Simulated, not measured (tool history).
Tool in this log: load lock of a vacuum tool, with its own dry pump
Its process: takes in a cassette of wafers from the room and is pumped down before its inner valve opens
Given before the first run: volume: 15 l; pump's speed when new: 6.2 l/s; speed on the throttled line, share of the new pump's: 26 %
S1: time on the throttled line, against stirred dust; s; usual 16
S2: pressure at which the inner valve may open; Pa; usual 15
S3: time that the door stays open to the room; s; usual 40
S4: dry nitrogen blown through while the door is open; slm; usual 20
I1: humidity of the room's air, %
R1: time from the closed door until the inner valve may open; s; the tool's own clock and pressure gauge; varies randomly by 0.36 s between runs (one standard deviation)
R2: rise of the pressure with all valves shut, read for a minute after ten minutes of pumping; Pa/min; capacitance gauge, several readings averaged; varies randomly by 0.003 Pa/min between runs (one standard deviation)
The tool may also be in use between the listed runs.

run,hour,S1,S2,S3,S4,I1,R1,R2
1,0.0,16,15,40,20,46.8,36.1,0.146
2,309.2,16,15,40,20,46.1,36.4,0.160
3,588.6,16,15,40,20,45.4,36.6,0.171
4,902.8,16,15,40,20,46.4,36.0,0.179
5,1076.3,16,15,40,20,46.7,36.2,0.195
6,1286.2,16,15,40,20,45.9,36.5,0.205
7,1621.7,16,15,40,20,40.5,36.4,0.214
8,1799.4,16,15,148,20,47.9,35.7,0.253
9,2165.8,16,15,25,26,44.2,36.2,0.237
10,2580.3,8,12,119,4,44.9,32.2,0.308
11,3001.5,19,12,114,17,43.6,39.9,0.299
12,3408.1,19,16,173,29,46.4,39.2,0.319
13,3818.2,10,15,72,20,48.0,33.9,0.330
14,4148.8,10,15,72,20,43.3,33.4,0.347

Consider 4 possible next runs. They are alternatives, not a sequence: every one starts from the tool as it was left by run 14. What does each give?
A,4428.7,31,15,40,5,44.8,?,?
B,4428.7,10,20,43,14,46.3,?,?
C,4428.7,16,20,135,20,43.5,?,?
D,4428.7,10,15,72,5,46.2,?,?

run,R1,R2
A,46.7,0.368
B,31.9,0.366
C,35.8,0.376
D,33.6,0.387
Without the tool's unlogged condition, the same runs would have read:
run,R1,R2
A,43.6,0.031
B,27.6,0.029
C,31.9,0.044
D,29.2,0.048
